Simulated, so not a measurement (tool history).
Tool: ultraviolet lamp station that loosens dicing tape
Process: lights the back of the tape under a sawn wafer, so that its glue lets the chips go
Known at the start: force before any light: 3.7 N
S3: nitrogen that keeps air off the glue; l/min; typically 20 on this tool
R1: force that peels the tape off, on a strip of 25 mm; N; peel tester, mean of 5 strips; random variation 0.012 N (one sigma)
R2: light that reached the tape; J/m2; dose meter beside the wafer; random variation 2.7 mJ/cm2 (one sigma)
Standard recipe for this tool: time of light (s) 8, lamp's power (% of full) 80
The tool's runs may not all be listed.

run 1 hour=0.0 | time_of_light_(s)=8 lamp's_power_(%_of_full)=80 S3=20 | R1=0.638 R2=3210
run 2 hour=10.6 | time_of_light_(s)=8 lamp's_power_(%_of_full)=80 S3=20 | R1=0.604 R2=3290
run 3 hour=17.9 | time_of_light_(s)=8 lamp's_power_(%_of_full)=80 S3=20 | R1=0.629 R2=3260
run 4 hour=25.4 | time_of_light_(s)=8 lamp's_power_(%_of_full)=80 S3=20 | R1=0.613 R2=3210
run 5 hour=35.2 | time_of_light_(s)=8 lamp's_power_(%_of_full)=80 S3=20 | R1=0.616 R2=3220
-- hour=40.2 window cleaned of glue's vapour
run 6 hour=41.7 | time_of_light_(s)=8 lamp's_power_(%_of_full)=80 S3=20 | R1=0.662 R2=3100
run 7 hour=46.1 | time_of_light_(s)=8 lamp's_power_(%_of_full)=80 S3=20 | R1=0.652 R2=3170
run 8 hour=56.5 | time_of_light_(s)=8 lamp's_power_(%_of_full)=80 S3=20 | R1=0.638 R2=3070
run 9 hour=63.8 | time_of_light_(s)=8 lamp's_power_(%_of_full)=72 S3=20 | R1=0.773 R2=2820
run 10 hour=70.4 | time_of_light_(s)=8 lamp's_power_(%_of_full)=72 S3=20 | R1=0.782 R2=2780
run 11 hour=77.1 | time_of_light_(s)=8 lamp's_power_(%_of_full)=80 S3=13 | R1=0.755 R2=3080
-- hour=81.3 window cleaned of glue's vapour, once more
run 12 hour=87.7 | time_of_light_(s)=8 lamp's_power_(%_of_full)=80 S3=13 | R1=0.696 R2=3350
run 13 hour=95.8 | time_of_light_(s)=6 lamp's_power_(%_of_full)=80 S3=13 | R1=1.006 R2=2540
run 14 hour=104.8 | time_of_light_(s)=6 lamp's_power_(%_of_full)=80 S3=13 | R1=0.999 R2=2530
run 15 hour=109.2 | time_of_light_(s)=6 lamp's_power_(%_of_full)=80 S3=20 | R1=0.893 R2=2450
run 16 hour=117.3 | time_of_light_(s)=6 lamp's_power_(%_of_full)=80 S3=20 | R1=0.897 R2=2510
run 17 hour=127.7 | time_of_light_(s)=6 lamp's_power_(%_of_full)=80 S3=20 | R1=0.893 R2=2470
run 18 hour=135.0 | time_of_light_(s)=8 lamp's_power_(%_of_full)=80 S3=22 | R1=0.591 R2=3320
run 19 hour=141.5 | time_of_light_(s)=12 lamp's_power_(%_of_full)=80 S3=26 | R1=0.289 R2=4980
run 20 hour=146.5 | time_of_light_(s)=14 lamp's_power_(%_of_full)=80 S3=24 | R1=0.250 R2=5770
run 21 hour=152.1 | time_of_light_(s)=14 lamp's_power_(%_of_full)=80 S3=24 | R1=0.237 R2=5730
run 22 hour=161.1 | time_of_light_(s)=14 lamp's_power_(%_of_full)=80 S3=24 | R1=0.247 R2=5760
run 23 hour=170.1 | time_of_light_(s)=14 lamp's_power_(%_of_full)=80 S3=24 | R1=0.257 R2=5730
run 24 hour=179.6 | time_of_light_(s)=8 lamp's_power_(%_of_full)=80 S3=9 | R1=0.772 R2=3240
run 25 hour=190.1 | time_of_light_(s)=8 lamp's_power_(%_of_full)=80 S3=9 | R1=0.784 R2=3250
run 26 hour=196.2 | time_of_light_(s)=8 lamp's_power_(%_of_full)=80 S3=23 | R1=0.578 R2=3210
run 27 hour=204.6 | time_of_light_(s)=8 lamp's_power_(%_of_full)=80 S3=23 | R1=0.589 R2=3220
run 28 hour=213.3 | time_of_light_(s)=8 lamp's_power_(%_of_full)=80 S3=23 | R1=0.586 R2=3160
run 29 hour=221.7 | time_of_light_(s)=5 lamp's_power_(%_of_full)=87 S3=30 | R1=0.944 R2=2190
run 30 hour=227.3 | time_of_light_(s)=5 lamp's_power_(%_of_full)=87 S3=30 | R1=0.962 R2=2170
run 31 hour=231.7 | time_of_light_(s)=5 lamp's_power_(%_of_full)=87 S3=30 | R1=0.986 R2=2140

Each row is a separate what-if for the run after 31, all from the same tool condition, not one after another. Results?
run A hour=239.1 | time_of_light_(s)=4 lamp's_power_(%_of_full)=87 S3=30 | R1=? R2=?
run B hour=239.1 | time_of_light_(s)=8 lamp's_power_(%_of_full)=80 S3=11 | R1=? R2=?
run C hour=239.1 | time_of_light_(s)=9 lamp's_power_(%_of_full)=80 S3=20 | R1=? R2=?
run D hour=239.1 | time_of_light_(s)=5 lamp's_power_(%_of_full)=100 S3=30 | R1=? R2=?
run E hour=239.1 | time_of_light_(s)=13 lamp's_power_(%_of_full)=62 S3=10 | R1=? R2=?

run=A R1=1.208 R2=1770
run=B R1=0.724 R2=3260
run=C R1=0.513 R2=3590
run=D R1=0.804 R2=2510
run=E R1=0.533 R2=4050
With the hidden condition removed and each run's random variation left untouched, the same runs would have given:
run=A R1=1.096 R2=1940
run=B R1=0.638 R2=3560
run=C R1=0.445 R2=3930
run=D R1=0.710 R2=2750
run=E R1=0.463 R2=4430
